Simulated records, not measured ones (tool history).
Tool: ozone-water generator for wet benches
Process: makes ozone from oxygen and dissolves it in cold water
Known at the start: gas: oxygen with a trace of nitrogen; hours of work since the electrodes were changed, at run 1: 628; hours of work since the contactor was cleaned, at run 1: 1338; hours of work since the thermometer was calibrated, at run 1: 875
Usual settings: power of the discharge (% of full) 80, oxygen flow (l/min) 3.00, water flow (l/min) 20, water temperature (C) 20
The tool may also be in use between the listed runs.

run     day  power of the discharge (% of full)  oxygen flow (l/min)  water flow (l/min)  water temperature (C)  hours of work since the electrodes were changed  hours of work since the contactor was cleaned  hours of work since the thermometer was calibrated  dissolved ozone (ppm)  ozone in the gas ahead of the water (g/m3)
  1   0.000                                  80                 3.00                  20                     20                                              628                                           1338                                                 875                   16.1                                       290.8
  2   1.775                                  80                 3.00                  20                     20                                              656                                           1366                                                 904                   15.7                                       291.6
  3   4.612                                  80                 3.00                  24                     20                                              701                                           1411                                                 948                   13.0                                       285.0
  4   7.338                                  49                 3.00                  20                     20                                              744                                           1454                                                 992                   11.8                                       219.3
  5  10.358                                  49                 3.00                  20                     20                                              792                                           1502                                                1039                   11.9                                       219.1
  6  13.925                                  49                 3.00                  20                     20                                              848                                           1559                                                1096                   11.9                                       216.0
  7  15.821                                  49                 3.00                  20                     20                                              878                                           1589                                                1126                   11.8                                       218.5
  8  18.042                                  49                 3.00                  20                     20                                              913                                           1624                                                1161                   12.2                                       217.3
  9  19.883                                  49                 3.00                  20                     20                                              942                                           1653                                                1190                   11.8                                       219.0
 10  21.704                                  51                 3.00                  20                     20                                              971                                           1682                                                1219                   12.1                                       223.1
 11  24.962                                  61                 2.79                  13                     16                                             1023                                           1733                                                1271                   21.6                                       256.5
 12  27.067                                  44                 3.83                  13                     16                                             1056                                           1767                                                1304                   18.2                                       177.8
 13  29.000                                  80                 3.00                  20                     20                                             1087                                           1797                                                1334                   15.4                                       283.5
 14  32.125                                  65                 3.29                  13                     21                                             1136                                           1847                                                1384                   20.7                                       238.6
 15  35.350                                  59                 2.63                  20                     16                                             1187                                           1898                                                1435                   13.5                                       258.8
 16  38.071                                  81                 3.00                  20                     20                                             1230                                           1941                                                1478                   15.5                                       285.9

Forecast each of these 3 alternatives for the next run:
  A  41.138                                  53                 3.00                  14                     20                                             1279                                           1989                                                1527                      ?                                           ?
  B  41.138                                  81                 4.61                  20                     16                                             1279                                           1989                                                1527                      ?                                           ?
  C  41.138                                  80                 4.14                  20                     19                                             1279                                           1989                                                1527                      ?                                           ?

run  dissolved ozone (ppm)  ozone in the gas ahead of the water (g/m3)
  A                   17.4                                       227.4
  B                   16.6                                       221.1
  C                   15.7                                       233.1
Without the tool's hidden state the same runs would have given:
run  dissolved ozone (ppm)  ozone in the gas ahead of the water (g/m3)
  A                   18.6                                       235.0
  B                   17.9                                       230.6
  C                   17.0                                       243.1
